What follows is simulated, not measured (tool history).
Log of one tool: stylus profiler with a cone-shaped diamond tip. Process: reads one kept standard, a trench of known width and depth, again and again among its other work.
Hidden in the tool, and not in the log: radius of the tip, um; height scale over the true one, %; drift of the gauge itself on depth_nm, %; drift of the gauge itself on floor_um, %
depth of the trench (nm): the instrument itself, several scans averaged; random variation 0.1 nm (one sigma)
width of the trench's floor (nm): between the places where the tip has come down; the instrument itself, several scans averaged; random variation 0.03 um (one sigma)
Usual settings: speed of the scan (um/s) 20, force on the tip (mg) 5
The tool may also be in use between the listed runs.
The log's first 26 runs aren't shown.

run    hour  speed of the scan (um/s)  force on the tip (mg)  scans with this tip  hours of work since the height scale was calibrated  depth of the trench (nm)  width of the trench's floor (nm)
 27   915.4                        11                   6.21                19986                                                 2042                    510.73                             46140
 28   964.8                        16                  11.94                20354                                                 2080                    517.83                             46150
 29  1006.9                        20                   6.45                20669                                                 2112                    511.25                             46110
 30  1039.9                        20                   6.45                20915                                                 2137                    511.13                             46110
 31  1062.1                        20                   6.45                21081                                                 2154                    511.16                             46100
 32  1102.1                        20                   9.87                21380                                                 2185                    515.34                             46100
 33  1128.1                        20                   9.87                21574                                                 2205                    515.48                             46100
 34  1165.5                        20                   9.87                21853                                                 2233                    515.27                             46100
 35  1195.3                         8                   9.03                22076                                                 2256                    514.35                             46070
 36  1236.9                        43                   2.89                22386                                                 2287                    505.67                             45960
 37  1283.2                        28                   3.94                22732                                                 2323                    507.29                             46030
 38  1309.2                        28                   3.94                22926                                                 2343                    507.36                             46020
 39  1341.9                        10                   3.26                23170                                                 2368                    506.31                             46010
 40  1375.5                        43                   11.7                23421                                                 2393                    517.23                             46000
 41  1415.9                         9                   2.29                23723                                                 2424                    504.57                             46010
     1432.8  -- height scale calibrated on a step standard
 42  1444.8                        12                   1.96                23935                                                    9                    505.77                             45990
 43  1474.4                        24                   2.08                24156                                                   32                    506.02                             45970
 44  1522.3                        24                   2.08                24514                                                   68                    506.02                             45950
 45  1562.7                        24                   2.08                24816                                                   99                    506.01                             45910
 46  1585.3                        52                   6.72                24984                                                  116                    513.06                             45900

4 ways to go on from here, each from the tool as it stands after run 46. What would each give?
  A  1607.3                        52                  11.23                25148                                                  133                         ?                                 ?
  B  1607.3                        37                   6.03                25148                                                  133                         ?                                 ?
  C  1607.3                        20                   4.44                25148                                                  133                         ?                                 ?
  D  1607.3                        35                   8.39                25148                                                  133                         ?                                 ?

run  depth of the trench (nm)  width of the trench's floor (nm)
  A                    518.53                             45870
  B                    512.24                             45910
  C                    509.86                             45900
  D                    515.11                             45940
Without the tool's hidden state the same runs would have given:
run  depth of the trench (nm)  width of the trench's floor (nm)
  A                    518.61                             46900
  B                    512.32                             46940
  C                    509.93                             46930
  D                    515.19                             46970
